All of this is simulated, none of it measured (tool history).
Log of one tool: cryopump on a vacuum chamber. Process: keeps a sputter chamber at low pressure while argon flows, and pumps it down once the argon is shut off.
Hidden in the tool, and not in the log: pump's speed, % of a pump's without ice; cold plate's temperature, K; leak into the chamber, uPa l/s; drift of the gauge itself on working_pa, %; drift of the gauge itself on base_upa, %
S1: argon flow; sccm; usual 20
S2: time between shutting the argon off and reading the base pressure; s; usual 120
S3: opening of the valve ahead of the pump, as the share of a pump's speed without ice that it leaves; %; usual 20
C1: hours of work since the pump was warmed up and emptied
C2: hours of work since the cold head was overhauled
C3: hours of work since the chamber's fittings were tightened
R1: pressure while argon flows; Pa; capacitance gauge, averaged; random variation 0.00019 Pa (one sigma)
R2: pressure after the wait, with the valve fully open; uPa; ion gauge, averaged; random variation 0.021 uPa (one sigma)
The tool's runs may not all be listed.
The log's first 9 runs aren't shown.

run	hour	S1	S2	S3	C1	C2	C3	R1	R2
10	265.0	20	120	28	128	1558	2415	0.0541	1.06
11	286.6	14	120	28	146	1576	2433	0.0381	1.12
12	306.5	20	120	20	163	1593	2450	0.0757	1.06
13	323.2	20	120	20	177	1607	2464	0.0754	1.07
14	340.6	20	120	20	191	1622	2479	0.0757	1.09
15	364.7	20	120	20	212	1642	2499	0.0758	1.07
16	395.6	20	120	20	238	1668	2525	0.0760	1.14
17	433.7	20	120	20	270	1700	2557	0.0760	1.14
18	451.3	38	82	20	285	1715	2572	0.1450	1.31
19	479.9	20	47	58	309	1739	2596	0.0277	1.70
20	518.2	20	47	58	341	1771	2628	0.0276	1.77
21	540.8	9	46	21	360	1790	2647	0.0329	1.76
22	575.8	34	46	43	390	1820	2677	0.0636	1.88
23	592.4	34	218	18	403	1834	2691	0.1452	1.06
24	628.3	25	229	21	434	1864	2721	0.0929	1.05
25	650.2	35	229	35	452	1882	2739	0.0801	1.06
26	667.3	35	54	39	467	1897	2754	0.0732	1.75
# hour 674.4: pump warmed up, emptied and cooled again
27	709.8	20	120	55	30	1928	2785	0.0275	1.11
28	748.7	20	23	29	63	1961	2818	0.0516	2.75
29	765.3	12	183	18	77	1975	2832	0.0499	1.02
30	782.8	12	183	18	91	1990	2847	0.0504	0.99
31	800.8	9	284	44	106	2005	2862	0.0156	0.91
32	828.4	9	97	36	130	2028	2885	0.0191	1.25
33	860.2	9	97	36	157	2055	2912	0.0191	1.23

Forecast each of these 5 alternatives for the next run:
A	883.2	20	120	31	176	2074	2931	?	?
B	883.2	19	131	36	176	2074	2931	?	?
C	883.2	9	97	19	176	2074	2931	?	?
D	883.2	15	120	20	176	2074	2931	?	?
E	883.2	19	49	46	176	2074	2931	?	?

run	R1	R2
A	0.0490	1.18
B	0.0402	1.09
C	0.0356	1.28
D	0.0569	1.18
E	0.0321	1.69
Without the tool's hidden state the same runs would have given:
run	R1	R2
A	0.0477	0.50
B	0.0390	0.42
C	0.0350	0.61
D	0.0559	0.52
E	0.0309	1.02
